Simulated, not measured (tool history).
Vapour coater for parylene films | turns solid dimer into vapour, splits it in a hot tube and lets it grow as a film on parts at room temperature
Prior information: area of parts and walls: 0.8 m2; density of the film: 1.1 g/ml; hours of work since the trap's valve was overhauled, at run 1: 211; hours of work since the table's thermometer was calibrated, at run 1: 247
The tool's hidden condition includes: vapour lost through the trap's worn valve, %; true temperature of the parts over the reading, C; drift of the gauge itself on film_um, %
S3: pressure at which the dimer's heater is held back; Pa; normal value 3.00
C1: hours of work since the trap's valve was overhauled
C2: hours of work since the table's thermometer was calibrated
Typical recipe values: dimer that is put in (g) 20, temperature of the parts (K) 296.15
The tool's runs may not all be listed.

Run 1, day 0.000: usual settings; C1 211; C2 247. Result: thickness of the film (nm) 15430.
Run 2, day 0.717: usual settings but dimer that is put in (g) 27; C1 218; C2 255. Result: thickness of the film (nm) 20880.
Run 3, day 1.188: usual settings; C1 222; C2 259. Result: thickness of the film (nm) 15420.
Run 4, day 1.667: usual settings but dimer that is put in (g) 22; C1 227; C2 264. Result: thickness of the film (nm) 17060.
Run 5, day 2.588: usual settings but S3 3.39 Pa; C1 236; C2 273. Result: thickness of the film (nm) 15020.
Run 6, day 3.383: usual settings but dimer that is put in (g) 36; C1 244; C2 281. Result: thickness of the film (nm) 27860.
Run 7, day 4.321: usual settings; C1 253; C2 290. Result: thickness of the film (nm) 15370.
At day 4.550: trap's valve overhauled.
Run 8, day 5.088: usual settings but S3 5.75 Pa; C1 5; C2 296. Result: thickness of the film (nm) 13090.
Run 9, day 5.879: usual settings but temperature of the parts (K) 293.15; C1 13; C2 304. Result: thickness of the film (nm) 16070.
Run 10, day 6.367: usual settings but temperature of the parts (K) 293.15; C1 18; C2 309. Result: thickness of the film (nm) 16090.
Run 11, day 6.904: usual settings but S3 3.54 Pa; C1 23; C2 314. Result: thickness of the film (nm) 14570.
At day 7.604: trap's valve overhauled, once more.
Run 12, day 7.917: usual settings but S3 3.54 Pa; C1 3; C2 322. Result: thickness of the film (nm) 15300.
Run 13, day 8.525: usual settings but dimer that is put in (g) 31, temperature of the parts (K) 293.15, S3 3.07 Pa; C1 9; C2 328. Result: thickness of the film (nm) 25840.
Run 14, day 9.100: usual settings but dimer that is put in (g) 31, temperature of the parts (K) 293.15, S3 3.07 Pa; C1 15; C2 334. Result: thickness of the film (nm) 25950.
Run 15, day 9.888: usual settings but dimer that is put in (g) 9, temperature of the parts (K) 292.15; C1 23; C2 342. Result: thickness of the film (nm) 7640.
Run 16, day 10.788: usual settings but dimer that is put in (g) 9, temperature of the parts (K) 292.15; C1 31; C2 351. Result: thickness of the film (nm) 7660.
Run 17, day 11.800: usual settings but S3 3.48 Pa; C1 41; C2 361. Result: thickness of the film (nm) 15230.
Run 18, day 12.225: usual settings but dimer that is put in (g) 23, temperature of the parts (K) 300.15, S3 11.07 Pa; C1 46; C2 365. Result: thickness of the film (nm) 12470.
Run 19, day 12.988: usual settings but dimer that is put in (g) 21, temperature of the parts (K) 290.15, S3 6.12 Pa; C1 53; C2 372. Result: thickness of the film (nm) 15940.

Run 20 is up next; what results do you expect?
Run 20, day 13.508: usual settings but dimer that is put in (g) 21, temperature of the parts (K) 292.15, S3 3.43 Pa; C1 58; C2 377. Result: thickness of the film (nm) ?.

{"run 20": {"thickness of the film (nm)": 17390}}
Take away the tool's hidden state, keep the run-to-run variation as it was, and the same run would have given thickness of the film (nm) 17690.

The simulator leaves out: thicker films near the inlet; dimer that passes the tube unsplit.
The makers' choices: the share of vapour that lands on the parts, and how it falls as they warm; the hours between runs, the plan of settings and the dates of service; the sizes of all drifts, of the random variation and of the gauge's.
